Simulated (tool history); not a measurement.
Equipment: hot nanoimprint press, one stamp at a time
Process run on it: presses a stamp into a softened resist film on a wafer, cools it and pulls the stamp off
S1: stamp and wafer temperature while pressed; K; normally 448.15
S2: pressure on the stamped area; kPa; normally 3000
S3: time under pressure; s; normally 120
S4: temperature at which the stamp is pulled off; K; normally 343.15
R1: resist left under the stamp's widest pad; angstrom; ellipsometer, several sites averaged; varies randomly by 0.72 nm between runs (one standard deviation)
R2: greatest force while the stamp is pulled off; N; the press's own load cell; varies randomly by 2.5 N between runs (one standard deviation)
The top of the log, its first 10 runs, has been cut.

{"run": 11, "hour": 304.3, "S1": 448.15, "S2": 3000, "S3": 120, "S4": 343.15, "R1": 4088, "R2": 154}
{"hour": 329.0, "done": "plate thermocouple calibrated"}
{"run": 12, "hour": 331.2, "S1": 448.15, "S2": 3000, "S3": 120, "S4": 343.15, "R1": 4289, "R2": 161}
{"run": 13, "hour": 363.4, "S1": 448.15, "S2": 3000, "S3": 120, "S4": 343.15, "R1": 4278, "R2": 164}
{"run": 14, "hour": 399.8, "S1": 448.15, "S2": 2100, "S3": 120, "S4": 343.15, "R1": 4779, "R2": 170}
{"run": 15, "hour": 425.3, "S1": 448.15, "S2": 2100, "S3": 120, "S4": 343.15, "R1": 4783, "R2": 173}
{"run": 16, "hour": 455.4, "S1": 448.15, "S2": 2100, "S3": 120, "S4": 343.15, "R1": 4770, "R2": 178}
{"run": 17, "hour": 475.2, "S1": 448.15, "S2": 2100, "S3": 120, "S4": 343.15, "R1": 4752, "R2": 174}
{"run": 18, "hour": 497.1, "S1": 446.15, "S2": 3000, "S3": 159, "S4": 332.15, "R1": 4269, "R2": 220}
{"run": 19, "hour": 533.2, "S1": 448.15, "S2": 3000, "S3": 115, "S4": 343.15, "R1": 4294, "R2": 177}
{"run": 20, "hour": 569.7, "S1": 448.15, "S2": 3000, "S3": 115, "S4": 343.15, "R1": 4300, "R2": 178}
{"hour": 587.8, "done": "stamp cleaned and given a new release coat"}
{"run": 21, "hour": 600.0, "S1": 459.15, "S2": 2560, "S3": 120, "S4": 343.15, "R1": 2640, "R2": 113}
{"run": 22, "hour": 636.9, "S1": 459.15, "S2": 2560, "S3": 120, "S4": 343.15, "R1": 2624, "R2": 121}
{"run": 23, "hour": 656.8, "S1": 448.15, "S2": 4170, "S3": 129, "S4": 343.15, "R1": 3668, "R2": 122}
{"run": 24, "hour": 676.1, "S1": 458.15, "S2": 4440, "S3": 120, "S4": 343.15, "R1": 2151, "R2": 128}
{"run": 25, "hour": 711.7, "S1": 451.15, "S2": 4440, "S3": 131, "S4": 343.15, "R1": 3030, "R2": 127}
{"run": 26, "hour": 731.0, "S1": 451.15, "S2": 4440, "S3": 131, "S4": 343.15, "R1": 3034, "R2": 124}
{"run": 27, "hour": 757.1, "S1": 450.15, "S2": 1990, "S3": 175, "S4": 329.15, "R1": 3947, "R2": 169}
{"run": 28, "hour": 784.7, "S1": 448.15, "S2": 3130, "S3": 120, "S4": 343.15, "R1": 4142, "R2": 135}
{"run": 29, "hour": 818.8, "S1": 448.15, "S2": 3590, "S3": 171, "S4": 343.15, "R1": 3487, "R2": 141}
{"run": 30, "hour": 852.4, "S1": 453.15, "S2": 3000, "S3": 120, "S4": 343.15, "R1": 3305, "R2": 143}
{"run": 31, "hour": 869.3, "S1": 437.15, "S2": 3000, "S3": 120, "S4": 343.15, "R1": 6051, "R2": 142}

What if the next run were any one of these 3? Each begins from the tool's condition after run 31:
{"run": "A", "hour": 899.6, "S1": 437.15, "S2": 3670, "S3": 120, "S4": 343.15, "R1": "?", "R2": "?"}
{"run": "B", "hour": 899.6, "S1": 448.15, "S2": 3000, "S3": 91, "S4": 343.15, "R1": "?", "R2": "?"}
{"run": "C", "hour": 899.6, "S1": 456.15, "S2": 1830, "S3": 120, "S4": 343.15, "R1": "?", "R2": "?"}

run=A R1=5873 R2=144
run=B R1=4556 R2=143
run=C R1=3489 R2=152
With the hidden condition removed and each run's random variation left untouched, the same runs would have given:
run=A R1=5879 R2=112
run=B R1=4566 R2=112
run=C R1=3511 R2=119
